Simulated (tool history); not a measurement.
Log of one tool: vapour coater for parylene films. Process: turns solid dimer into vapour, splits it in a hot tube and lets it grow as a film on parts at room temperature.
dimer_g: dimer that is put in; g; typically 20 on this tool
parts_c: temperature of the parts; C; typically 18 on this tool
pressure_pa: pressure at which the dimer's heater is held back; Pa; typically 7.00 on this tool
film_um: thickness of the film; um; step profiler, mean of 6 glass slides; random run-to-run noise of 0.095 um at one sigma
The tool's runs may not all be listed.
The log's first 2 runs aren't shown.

{"run": 3, "hour": 70.9, "dimer_g": 9, "parts_c": 18, "pressure_pa": 7.0, "film_um": 4.49}
{"run": 4, "hour": 107.0, "dimer_g": 9, "parts_c": 18, "pressure_pa": 7.0, "film_um": 4.41}
{"run": 5, "hour": 134.0, "dimer_g": 9, "parts_c": 18, "pressure_pa": 7.0, "film_um": 4.44}
{"run": 6, "hour": 176.1, "dimer_g": 9, "parts_c": 29, "pressure_pa": 7.0, "film_um": 2.7}
{"run": 7, "hour": 218.7, "dimer_g": 9, "parts_c": 29, "pressure_pa": 7.0, "film_um": 2.66}
{"run": 8, "hour": 242.5, "dimer_g": 20, "parts_c": 18, "pressure_pa": 5.23, "film_um": 9.65}
{"run": 9, "hour": 281.8, "dimer_g": 20, "parts_c": 18, "pressure_pa": 5.23, "film_um": 9.52}
{"hour": 297.2, "done": "trap's valve overhauled"}
{"run": 10, "hour": 324.7, "dimer_g": 20, "parts_c": 18, "pressure_pa": 10.13, "film_um": 10.88}
{"run": 11, "hour": 366.5, "dimer_g": 20, "parts_c": 24, "pressure_pa": 7.0, "film_um": 8.36}
{"run": 12, "hour": 406.3, "dimer_g": 20, "parts_c": 24, "pressure_pa": 7.0, "film_um": 8.15}
{"run": 13, "hour": 426.0, "dimer_g": 20, "parts_c": 18, "pressure_pa": 4.08, "film_um": 11.17}
{"run": 14, "hour": 461.8, "dimer_g": 20, "parts_c": 18, "pressure_pa": 7.0, "film_um": 10.63}
{"run": 15, "hour": 492.7, "dimer_g": 20, "parts_c": 18, "pressure_pa": 7.0, "film_um": 10.6}
{"run": 16, "hour": 527.5, "dimer_g": 11, "parts_c": 18, "pressure_pa": 7.0, "film_um": 5.75}
{"run": 17, "hour": 565.4, "dimer_g": 11, "parts_c": 12, "pressure_pa": 7.0, "film_um": 7.31}
{"run": 18, "hour": 595.6, "dimer_g": 24, "parts_c": 12, "pressure_pa": 7.0, "film_um": 15.9}
{"hour": 605.7, "done": "table's thermometer calibrated"}
{"run": 19, "hour": 622.2, "dimer_g": 24, "parts_c": 12, "pressure_pa": 7.0, "film_um": 16.78}
{"run": 20, "hour": 660.2, "dimer_g": 24, "parts_c": 12, "pressure_pa": 7.0, "film_um": 16.73}
{"run": 21, "hour": 680.8, "dimer_g": 24, "parts_c": 12, "pressure_pa": 7.0, "film_um": 16.49}
{"run": 22, "hour": 715.9, "dimer_g": 11, "parts_c": 13, "pressure_pa": 7.0, "film_um": 7.27}
{"run": 23, "hour": 743.3, "dimer_g": 13, "parts_c": 20, "pressure_pa": 7.97, "film_um": 6.27}
{"run": 24, "hour": 774.1, "dimer_g": 20, "parts_c": 28, "pressure_pa": 7.0, "film_um": 6.75}
{"run": 25, "hour": 804.7, "dimer_g": 20, "parts_c": 18, "pressure_pa": 10.56, "film_um": 10.4}
{"run": 26, "hour": 834.6, "dimer_g": 12, "parts_c": 15, "pressure_pa": 7.0, "film_um": 7.09}
{"run": 27, "hour": 861.9, "dimer_g": 35, "parts_c": 21, "pressure_pa": 3.33, "film_um": 16.68}

Run 28 comes next. What will it give?
{"run": 28, "hour": 889.0, "dimer_g": 18, "parts_c": 13, "pressure_pa": 4.98, "film_um": "?"}

Run 28 measured film_um 11.61 um.
With the hidden condition absent and the run-to-run variation left alone, this run would have shown film_um 13.11 um.
